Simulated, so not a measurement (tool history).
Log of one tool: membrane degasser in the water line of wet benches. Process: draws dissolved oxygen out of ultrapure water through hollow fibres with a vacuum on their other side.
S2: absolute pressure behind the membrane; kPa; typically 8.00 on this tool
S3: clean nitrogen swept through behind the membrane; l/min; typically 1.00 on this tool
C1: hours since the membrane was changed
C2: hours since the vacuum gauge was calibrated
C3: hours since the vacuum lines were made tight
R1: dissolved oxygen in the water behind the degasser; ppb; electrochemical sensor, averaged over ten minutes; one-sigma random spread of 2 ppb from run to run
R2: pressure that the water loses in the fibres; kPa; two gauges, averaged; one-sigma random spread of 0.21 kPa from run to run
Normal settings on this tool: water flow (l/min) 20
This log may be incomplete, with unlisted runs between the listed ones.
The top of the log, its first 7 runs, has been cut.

Run 8, day 33.812: usual settings; C1 3587; C2 4354; C3 3994. Result: R1 223.8 ppb, R2 52.17 kPa.
At day 36.808: seals of the vacuum lines changed.
Run 9, day 40.250: usual settings but S2 11.18 kPa; C1 3739; C2 4507; C3 83. Result: R1 354.3 ppb, R2 51.45 kPa.
Run 10, day 46.692: usual settings but S2 11.18 kPa, S3 1.24 l/min; C1 3894; C2 4661; C3 237. Result: R1 303.9 ppb, R2 51.61 kPa.
Run 11, day 49.883: usual settings but S2 11.18 kPa, S3 1.24 l/min; C1 3971; C2 4738; C3 314. Result: R1 298.2 ppb, R2 51.78 kPa.
Run 12, day 54.896: usual settings but S2 11.18 kPa, S3 1.24 l/min; C1 4091; C2 4858; C3 434. Result: R1 299.4 ppb, R2 51.84 kPa.
Run 13, day 61.325: usual settings but S2 11.18 kPa, S3 1.24 l/min; C1 4245; C2 5013; C3 588. Result: R1 301.5 ppb, R2 51.58 kPa.
Run 14, day 63.917: usual settings but S2 11.18 kPa, S3 1.24 l/min; C1 4307; C2 5075; C3 651. Result: R1 299.7 ppb, R2 51.56 kPa.
At day 64.421: vacuum gauge calibrated.
Run 15, day 68.192: usual settings but S2 11.18 kPa, S3 1.24 l/min; C1 4410; C2 90; C3 753. Result: R1 304.3 ppb, R2 51.84 kPa.
Run 16, day 74.067: usual settings but water flow (l/min) 29; C1 4551; C2 231; C3 894. Result: R1 344.2 ppb, R2 75.54 kPa.
Run 17, day 79.625: usual settings but water flow (l/min) 29; C1 4684; C2 365; C3 1027. Result: R1 341.4 ppb, R2 75.68 kPa.
Run 18, day 83.354: usual settings but water flow (l/min) 18, S3 0.62 l/min; C1 4773; C2 454; C3 1117. Result: R1 311.1 ppb, R2 46.71 kPa.
Run 19, day 86.442: usual settings but water flow (l/min) 26, S2 5.79 kPa, S3 1.66 l/min; C1 4848; C2 528; C3 1191. Result: R1 125.2 ppb, R2 67.79 kPa.
Run 20, day 90.233: usual settings but water flow (l/min) 14, S2 5.79 kPa, S3 0.47 l/min; C1 4939; C2 619; C3 1282. Result: R1 185.0 ppb, R2 36.25 kPa.
At day 92.033: vacuum gauge calibrated, once more.
Run 21, day 96.529: usual settings but water flow (l/min) 14, S2 5.79 kPa, S3 0.47 l/min; C1 5089; C2 108; C3 1432. Result: R1 164.8 ppb, R2 36.30 kPa.
Run 22, day 100.192: usual settings but water flow (l/min) 14, S2 18.54 kPa, S3 2.11 l/min; C1 5177; C2 196; C3 1520. Result: R1 242.3 ppb, R2 36.64 kPa.
Run 23, day 103.004: usual settings but water flow (l/min) 14, S2 18.54 kPa, S3 2.11 l/min; C1 5245; C2 263; C3 1588. Result: R1 244.0 ppb, R2 36.70 kPa.
Run 24, day 106.021: usual settings but water flow (l/min) 14, S2 18.54 kPa, S3 2.11 l/min; C1 5317; C2 336; C3 1660. Result: R1 244.7 ppb, R2 36.65 kPa.
Run 25, day 111.567: usual settings but water flow (l/min) 14, S2 18.54 kPa, S3 2.11 l/min; C1 5450; C2 469; C3 1793. Result: R1 245.1 ppb, R2 36.58 kPa.
Run 26, day 116.421: usual settings but water flow (l/min) 19, S2 18.54 kPa, S3 2.11 l/min; C1 5567; C2 585; C3 1910. Result: R1 323.7 ppb, R2 49.97 kPa.
Run 27, day 121.900: usual settings but water flow (l/min) 17, S2 9.33 kPa, S3 0.75 l/min; C1 5698; C2 717; C3 2041. Result: R1 302.6 ppb, R2 44.53 kPa.
Run 28, day 125.958: usual settings but S3 2.06 l/min; C1 5796; C2 814; C3 2139. Result: R1 117.1 ppb, R2 52.92 kPa.
Run 29, day 130.629: usual settings but S3 2.06 l/min; C1 5908; C2 926; C3 2251. Result: R1 116.5 ppb, R2 52.39 kPa.
Run 30, day 134.433: usual settings but S3 2.06 l/min; C1 5999; C2 1018; C3 2342. Result: R1 117.5 ppb, R2 52.22 kPa.
Run 31, day 139.921: usual settings but water flow (l/min) 14, S3 0.55 l/min; C1 6131; C2 1149; C3 2474. Result: R1 264.2 ppb, R2 36.56 kPa.
Run 32, day 143.929: usual settings but water flow (l/min) 23, S2 9.72 kPa, S3 0.45 l/min; C1 6227; C2 1246; C3 2570. Result: R1 613.2 ppb, R2 60.59 kPa.

What if the next run were any one of these 4? Each begins from the tool's condition after run 32:
Run A, day 146.746: usual settings but water flow (l/min) 19; C1 6294; C2 1313; C3 2638. Result: R1 ?, R2 ?.
Run B, day 146.746: usual settings but water flow (l/min) 18, S2 14.33 kPa, S3 0.48 l/min; C1 6294; C2 1313; C3 2638. Result: R1 ?, R2 ?.
Run C, day 146.746: usual settings but water flow (l/min) 25, S2 10.75 kPa, S3 2.20 l/min; C1 6294; C2 1313; C3 2638. Result: R1 ?, R2 ?.
Run D, day 146.746: usual settings but water flow (l/min) 13, S2 4.92 kPa, S3 1.20 l/min; C1 6294; C2 1313; C3 2638. Result: R1 ?, R2 ?.

run     R1     R2
  A  208.8  50.06
  B  792.2  47.25
  C  217.8  66.07
  D   47.5  34.01
Take away the tool's hidden state, keep each run's random variation, and the runs would have read:
run     R1     R2
  A  202.5  48.20
  B  783.9  45.48
  C  210.2  63.61
  D   44.6  32.74
